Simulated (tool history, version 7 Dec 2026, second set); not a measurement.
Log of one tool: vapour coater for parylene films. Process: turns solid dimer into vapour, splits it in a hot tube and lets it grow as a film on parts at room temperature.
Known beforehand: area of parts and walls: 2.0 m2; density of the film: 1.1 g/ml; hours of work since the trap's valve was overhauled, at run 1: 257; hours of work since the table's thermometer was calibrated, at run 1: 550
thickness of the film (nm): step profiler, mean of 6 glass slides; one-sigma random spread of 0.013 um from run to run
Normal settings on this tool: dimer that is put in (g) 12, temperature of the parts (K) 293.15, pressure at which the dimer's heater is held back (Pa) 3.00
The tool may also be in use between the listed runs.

run     day  dimer that is put in (g)  temperature of the parts (K)  pressure at which the dimer's heater is held back (Pa)  hours of work since the trap's valve was overhauled  hours of work since the table's thermometer was calibrated  thickness of the film (nm)
  1   0.000                        12                        293.15                                                    3.00                                                  257                                                         550                        3740
  2   1.617                        12                        293.15                                                    3.00                                                  280                                                         574                        3740
  3   3.183                        12                        293.15                                                    3.00                                                  303                                                         596                        3760
  4   4.762                        12                        293.15                                                    3.00                                                  326                                                         619                        3760
  5   5.762                        12                        301.15                                                    3.00                                                  341                                                         634                        2840
      6.346  -- trap's valve overhauled
  6   6.788                        12                        301.15                                                    3.00                                                    6                                                         646                        2840
  7   7.554                        12                        293.15                                                    3.00                                                   18                                                         657                        3780
  8   8.496                         9                        300.15                                                    7.50                                                   31                                                         671                        1850
  9   9.408                         9                        289.15                                                    3.37                                                   45                                                         684                        3180
 10  10.588                         9                        289.15                                                    3.37                                                   62                                                         702                        3180
 11  12.154                        16                        301.15                                                    7.77                                                   84                                                         724                        3150
 12  13.604                         7                        301.15                                                    5.56                                                  106                                                         745                        1470
 13  14.675                         6                        301.15                                                    8.91                                                  121                                                         761                        1160
 14  16.196                         6                        301.15                                                    8.91                                                  143                                                         783                        1150

Below are 3 alternative next runs, each starting from the tool's condition after run 14. Predict each:
  A  17.129                         6                        291.15                                                    8.91                                                  157                                                         797                           ?
  B  17.129                         8                        301.15                                                    8.91                                                  157                                                         797                           ?
  C  17.129                        12                        299.15                                                    9.31                                                  157                                                         797                           ?

run  thickness of the film (nm)
  A                        1640
  B                        1540
  C                        2450
Stripped of hidden state, with their random variation kept, the same runs would have yielded:
run  thickness of the film (nm)
  A                        1640
  B                        1540
  C                        2450
